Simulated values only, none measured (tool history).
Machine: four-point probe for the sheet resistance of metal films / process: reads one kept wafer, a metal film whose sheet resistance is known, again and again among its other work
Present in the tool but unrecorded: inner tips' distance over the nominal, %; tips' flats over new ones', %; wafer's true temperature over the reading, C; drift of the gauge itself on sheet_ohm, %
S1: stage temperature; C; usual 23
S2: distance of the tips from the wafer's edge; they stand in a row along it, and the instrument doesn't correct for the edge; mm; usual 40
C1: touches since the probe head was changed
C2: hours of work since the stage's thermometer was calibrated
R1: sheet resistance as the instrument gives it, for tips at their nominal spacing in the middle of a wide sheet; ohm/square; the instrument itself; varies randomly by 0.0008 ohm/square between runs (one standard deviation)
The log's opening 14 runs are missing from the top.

run    hour  S1  S2     C1   C2        R1
 15   367.9  19  40  35290   38  3.992274
 16   407.2  19  40  36949   65  3.991879
 17   440.9  19  40  38371   89  3.991199
 18   478.6  23  40  39961  115  3.996245
 19   496.7  23  40  40723  128  3.998064
 20   522.9  34   4  41831  146  4.047788
 21   558.4  34  30  43328  171  4.014419
 22   595.6  34  30  44896  197  4.013607
 23   621.8  34  30  46002  215  4.014279
 24     640  23  21  46771  228  3.999292
 25   674.7  20  13  48235  252  3.995078
 26   705.1  31   4  49515  273   4.04241
 27   733.7  26   3  50724  293  4.060454
 28   757.7  22   7  51737  310  4.007044
 29   786.1  19  12  52934  330  3.995005
 30   804.5  35   5  53709  343  4.034423
 31   823.7  35   5  54519  356   4.03516
 32   843.5  28   4  55356  370  4.037285
 33     866  22  40  56303  386  3.995687
 34   895.3  22  40  57540  406  3.996676
 35   930.9  33  11  59042  431  4.017403
 36   946.7  33  11  59710  442   4.01514
 37     976  19   5  60946  462  4.012803
 38  1005.9  29   7  62209  483   4.01769

Predict each of these 3 candidate next runs independently; none follows another, all start after run 38:
  A  1031.3  25  17  63280  501   ?
  B  1031.3  29   4  63280  501   ?
  C  1031.3  32  34  63280  501   ?

run        R1
  A  4.001871
  B  4.039269
  C  4.010615
Without the tool's hidden state the same runs would have given:
run        R1
  A   4.00169
  B  4.039086
  C  4.010433
